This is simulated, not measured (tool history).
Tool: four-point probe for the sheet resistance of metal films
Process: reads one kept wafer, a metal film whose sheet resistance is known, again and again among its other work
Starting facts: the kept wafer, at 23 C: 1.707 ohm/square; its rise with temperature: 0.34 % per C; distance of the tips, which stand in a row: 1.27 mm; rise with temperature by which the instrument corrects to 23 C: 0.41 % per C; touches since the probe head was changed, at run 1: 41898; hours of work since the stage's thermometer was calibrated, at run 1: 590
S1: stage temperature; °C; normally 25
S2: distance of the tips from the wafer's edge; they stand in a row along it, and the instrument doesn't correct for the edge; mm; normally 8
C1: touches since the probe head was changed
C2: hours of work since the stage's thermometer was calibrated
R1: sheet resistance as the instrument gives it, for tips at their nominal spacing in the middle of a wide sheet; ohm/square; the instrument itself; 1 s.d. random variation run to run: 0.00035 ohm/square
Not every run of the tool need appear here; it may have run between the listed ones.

run	hour	S1	S2	C1	C2	R1
1	0.0	25	8	41898	590	1.737502
2	37.9	25	8	42696	606	1.737300
3	71.1	25	8	43398	621	1.737272
4	126.6	25	8	44568	646	1.737283
5	183.9	25	8	45775	671	1.738398
6	246.9	25	8	47105	699	1.737986
7	297.8	25	8	48178	721	1.737938
8	342.7	25	8	49125	741	1.738530
9	378.3	25	8	49875	757	1.738676
10	420.7	25	8	50770	776	1.737706
11	462.1	25	8	51642	794	1.738033
# hour 466.8: stage's thermometer calibrated
12	519.6	25	8	52844	23	1.739555
13	579.0	27	48	54097	50	1.715377
14	620.9	27	48	54982	68	1.715251
15	678.6	27	48	56198	94	1.714866
# hour 684.3: stage's thermometer calibrated, once more
16	718.0	27	48	57019	15	1.712995
17	757.6	27	48	57853	32	1.713698
18	795.7	30	48	58658	49	1.709765
19	836.1	24	48	59508	67	1.716634
20	878.6	33	5	60405	86	1.763639
21	924.3	33	5	61370	106	1.763327
22	961.1	26	5	62145	122	1.771068
23	986.5	26	5	62681	134	1.772623

Below are 3 alternative next runs, each starting from the tool's condition after run 23. Predict each:
A	1041.5	26	5	63840	158	?
B	1041.5	18	45	63840	158	?
C	1041.5	25	3	63840	158	?

run	R1
A	1.772417
B	1.724919
C	1.865657
Without the tool's unlogged condition, the same runs would have read:
run	R1
A	1.761068
B	1.713839
C	1.853766

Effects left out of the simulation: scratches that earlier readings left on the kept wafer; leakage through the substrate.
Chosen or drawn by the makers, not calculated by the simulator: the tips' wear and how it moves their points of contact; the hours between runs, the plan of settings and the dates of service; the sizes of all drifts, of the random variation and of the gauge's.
